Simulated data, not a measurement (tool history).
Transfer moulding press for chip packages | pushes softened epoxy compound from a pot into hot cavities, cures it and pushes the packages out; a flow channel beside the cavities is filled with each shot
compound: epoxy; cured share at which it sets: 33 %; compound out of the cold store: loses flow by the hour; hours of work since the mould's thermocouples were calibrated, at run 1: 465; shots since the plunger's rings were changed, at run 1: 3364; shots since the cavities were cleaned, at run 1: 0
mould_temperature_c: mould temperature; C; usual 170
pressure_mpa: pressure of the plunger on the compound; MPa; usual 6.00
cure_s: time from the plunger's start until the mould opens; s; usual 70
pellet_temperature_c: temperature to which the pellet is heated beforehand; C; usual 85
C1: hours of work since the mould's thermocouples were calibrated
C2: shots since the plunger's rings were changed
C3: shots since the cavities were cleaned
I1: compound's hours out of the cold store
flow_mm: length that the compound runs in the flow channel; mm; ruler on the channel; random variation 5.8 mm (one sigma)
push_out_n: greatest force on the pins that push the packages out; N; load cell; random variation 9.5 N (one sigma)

run 1 day=0.000 | mould_temperature_c=170 pressure_mpa=6.00 cure_s=70 pellet_temperature_c=85 | C1=465 C2=3364 C3=0 | I1=17.5 | flow_mm=843 push_out_n=427
-- day=1.388 cavities cleaned with cleaning compound and waxed
-- day=2.008 mould's thermocouples calibrated
run 2 day=2.062 | mould_temperature_c=170 pressure_mpa=6.00 cure_s=70 pellet_temperature_c=85 | C1=1 C2=4088 C3=223 | I1=21.5 | flow_mm=816 push_out_n=933
-- day=2.946 cavities cleaned with cleaning compound and waxed
-- day=3.967 plunger's sealing rings changed
run 3 day=3.983 | mould_temperature_c=170 pressure_mpa=6.00 cure_s=70 pellet_temperature_c=85 | C1=27 C2=7 C3=352 | I1=11.4 | flow_mm=907 push_out_n=697
-- day=4.479 cavities cleaned with cleaning compound and waxed
run 4 day=5.454 | mould_temperature_c=170 pressure_mpa=6.26 cure_s=70 pellet_temperature_c=85 | C1=48 C2=539 C3=369 | I1=20.2 | flow_mm=876 push_out_n=680
-- day=5.983 cavities cleaned with cleaning compound and waxed
run 5 day=6.675 | mould_temperature_c=170 pressure_mpa=6.00 cure_s=70 pellet_temperature_c=85 | C1=65 C2=976 C3=261 | I1=40.9 | flow_mm=753 push_out_n=550
-- day=7.521 cavities cleaned with cleaning compound and waxed
run 6 day=8.650 | mould_temperature_c=170 pressure_mpa=6.00 cure_s=70 pellet_temperature_c=85 | C1=94 C2=1699 C3=427 | I1=36.2 | flow_mm=756 push_out_n=648
-- day=9.033 cavities cleaned with cleaning compound and waxed
-- day=10.462 cavities cleaned with cleaning compound and waxed
-- day=10.696 cavities cleaned with cleaning compound and waxed, once more
run 7 day=10.758 | mould_temperature_c=170 pressure_mpa=6.00 cure_s=70 pellet_temperature_c=85 | C1=123 C2=2424 C3=24 | I1=36.0 | flow_mm=759 push_out_n=457
-- day=12.142 cavities cleaned with cleaning compound and waxed
run 8 day=12.171 | mould_temperature_c=170 pressure_mpa=6.00 cure_s=70 pellet_temperature_c=85 | C1=143 C2=2934 C3=11 | I1=28.4 | flow_mm=796 push_out_n=446
run 9 day=13.304 | mould_temperature_c=170 pressure_mpa=6.00 cure_s=70 pellet_temperature_c=85 | C1=160 C2=3362 C3=439 | I1=13.5 | flow_mm=862 push_out_n=705
-- day=13.667 cavities cleaned with cleaning compound and waxed
run 10 day=14.862 | mould_temperature_c=170 pressure_mpa=6.00 cure_s=70 pellet_temperature_c=85 | C1=182 C2=3927 C3=451 | I1=42.5 | flow_mm=728 push_out_n=621
-- day=15.233 cavities cleaned with cleaning compound and waxed
run 11 day=16.212 | mould_temperature_c=170 pressure_mpa=6.00 cure_s=70 pellet_temperature_c=85 | C1=202 C2=4413 C3=369 | I1=27.7 | flow_mm=781 push_out_n=650
-- day=16.700 cavities cleaned with cleaning compound and waxed
-- day=17.221 plunger's sealing rings changed
run 12 day=17.467 | mould_temperature_c=170 pressure_mpa=6.00 cure_s=70 pellet_temperature_c=85 | C1=218 C2=92 C3=249 | I1=11.4 | flow_mm=913 push_out_n=636
-- day=18.196 cavities cleaned with cleaning compound and waxed
run 13 day=18.971 | mould_temperature_c=172 pressure_mpa=6.00 cure_s=82 pellet_temperature_c=85 | C1=240 C2=638 C3=294 | I1=44.4 | flow_mm=732 push_out_n=378
-- day=19.646 cavities cleaned with cleaning compound and waxed
run 14 day=20.329 | mould_temperature_c=172 pressure_mpa=6.00 cure_s=82 pellet_temperature_c=85 | C1=259 C2=1127 C3=259 | I1=33.9 | flow_mm=771 push_out_n=373
-- day=21.083 cavities cleaned with cleaning compound and waxed
run 15 day=21.917 | mould_temperature_c=164 pressure_mpa=4.66 cure_s=70 pellet_temperature_c=85 | C1=282 C2=1703 C3=314 | I1=17.8 | flow_mm=777 push_out_n=998
-- day=22.554 cavities cleaned with cleaning compound and waxed
run 16 day=23.796 | mould_temperature_c=166 pressure_mpa=6.00 cure_s=70 pellet_temperature_c=85 | C1=309 C2=2389 C3=468 | I1=28.0 | flow_mm=820 push_out_n=900
-- day=24.046 cavities cleaned with cleaning compound and waxed
run 17 day=24.896 | mould_temperature_c=174 pressure_mpa=4.75 cure_s=78 pellet_temperature_c=85 | C1=324 C2=2781 C3=321 | I1=40.1 | flow_mm=645 push_out_n=373
-- day=25.462 cavities cleaned with cleaning compound and waxed
run 18 day=26.571 | mould_temperature_c=174 pressure_mpa=4.75 cure_s=78 pellet_temperature_c=85 | C1=349 C2=3391 C3=420 | I1=28.5 | flow_mm=695 push_out_n=385
-- day=26.892 cavities cleaned with cleaning compound and waxed
-- day=28.375 cavities cleaned with cleaning compound and waxed
run 19 day=28.583 | mould_temperature_c=170 pressure_mpa=6.00 cure_s=51 pellet_temperature_c=85 | C1=377 C2=4103 C3=79 | I1=46.9 | flow_mm=706 push_out_n=932

Hidden state or all else? Some run-to-run changes of flow_mm, split into what the settings, what came in and random variation would give without the hidden state, and what is left for the hidden state (with any gauge scatter that isn't in both results):
The hidden state here: true mould temperature over the reading, C; pressure that reaches the compound, % of what is set; grip of the stained cavities, % over clean ones'; drift of the gauge itself on flow_mm, %; drift of the gauge itself on push_out_n, %.
Run 2 -> 3: cavities cleaned with cleaning compound and waxed, plunger's sealing rings changed. flow_mm +91 mm: hidden state +33, all else +58.
Run 12 -> 13: mould_temperature_c 170 -> 172, cure_s 70 -> 82, cavities cleaned with cleaning compound and waxed. flow_mm -181 mm: hidden state -2, all else -179.
